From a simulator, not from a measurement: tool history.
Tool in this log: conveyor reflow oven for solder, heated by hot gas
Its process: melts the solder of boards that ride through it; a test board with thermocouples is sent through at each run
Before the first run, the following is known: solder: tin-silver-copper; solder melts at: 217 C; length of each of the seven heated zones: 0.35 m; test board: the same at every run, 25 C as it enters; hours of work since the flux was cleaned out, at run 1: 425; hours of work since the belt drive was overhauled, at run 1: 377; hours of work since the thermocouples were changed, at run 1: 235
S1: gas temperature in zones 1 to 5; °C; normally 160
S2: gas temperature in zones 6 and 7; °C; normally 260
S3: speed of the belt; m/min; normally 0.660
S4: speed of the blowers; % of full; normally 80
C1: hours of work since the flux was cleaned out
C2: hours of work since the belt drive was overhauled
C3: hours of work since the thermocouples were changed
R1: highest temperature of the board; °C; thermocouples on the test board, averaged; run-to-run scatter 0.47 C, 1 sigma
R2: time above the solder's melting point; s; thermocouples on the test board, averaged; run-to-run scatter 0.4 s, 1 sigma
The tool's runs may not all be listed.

run	day	S1	S2	S3	S4	C1	C2	C3	R1	R2
1	0.000	160	260	0.660	80	425	377	235	248.0	43.5
2	0.308	160	260	0.660	80	429	381	238	249.3	43.2
# day 0.767: flux residue cleaned out of gas plates and filters
3	0.871	160	260	0.660	80	1	385	242	246.3	42.6
4	1.592	160	260	0.660	80	10	394	251	246.4	41.9
5	2.167	160	260	0.660	80	17	400	258	246.4	41.1
6	2.862	160	260	0.660	80	25	409	266	246.1	41.8
# day 3.221: flux residue cleaned out of gas plates and filters, once more
7	3.675	160	260	0.660	80	5	416	273	249.9	45.2
8	3.983	160	260	0.660	80	9	419	277	250.7	45.4
9	4.600	160	260	0.660	80	16	427	284	250.0	45.0
10	5.188	160	260	0.660	80	23	434	291	249.4	45.1
11	5.875	160	260	0.660	80	31	442	299	250.0	45.2
12	6.200	160	261	0.660	80	35	446	303	250.7	46.1
13	6.833	160	261	0.660	80	43	453	310	250.4	46.3
14	7.412	160	261	0.660	80	49	460	317	251.3	46.6
15	8.017	160	260	0.660	80	57	467	324	250.2	45.1
16	8.496	160	260	0.660	80	62	473	330	249.6	45.0
17	9.038	145	254	0.660	80	69	479	336	242.7	37.2
18	9.504	155	253	0.660	80	74	484	342	242.4	39.4
19	9.842	155	253	0.660	80	78	488	346	242.2	39.6
20	10.292	149	255	0.693	90	83	494	351	243.4	36.3
21	10.696	175	260	0.642	80	88	499	356	251.5	52.7
22	11.433	175	260	0.642	80	97	507	365	251.5	52.3
23	11.946	175	260	0.642	80	103	513	371	251.4	52.3
24	12.333	165	260	0.660	89	107	518	375	251.3	47.3
25	12.675	159	260	0.732	66	111	522	379	244.9	36.3
26	13.000	159	260	0.732	66	115	526	383	245.4	35.9
27	13.633	159	273	0.732	57	123	533	390	255.2	41.0
28	14.250	159	273	0.732	57	130	540	398	254.5	41.3
29	14.892	160	260	0.781	80	138	548	405	245.1	34.5
30	15.588	160	260	0.781	80	146	556	414	245.5	33.9

Results per run with the tool's hidden condition removed, run-to-run variation unchanged:
Hidden state at play: heat that the gas passes to the board, % of a clean oven's; belt's true speed, % of the reading; true gas temperature in zones 6 and 7 over the reading, C; drift of the gauge itself on peak_c, C; drift of the gauge itself on liquid_s, %.
run	R1	R2
1	250.7	45.6
2	252.1	45.3
3	250.6	46.2
4	250.7	45.5
5	250.8	44.8
6	250.6	45.5
7	250.7	45.2
8	251.5	45.4
9	250.9	45.0
10	250.3	45.2
11	251.0	45.3
12	251.8	46.2
13	251.5	46.4
14	252.4	46.8
15	251.4	45.4
16	250.8	45.3
17	244.0	37.8
18	243.7	40.0
19	243.6	40.3
20	244.9	37.0
21	252.9	52.9
22	253.0	52.5
23	252.9	52.6
24	252.9	47.8
25	246.5	36.9
26	247.0	36.6
27	256.9	41.4
28	256.2	41.7
29	247.0	35.4
30	247.5	34.8
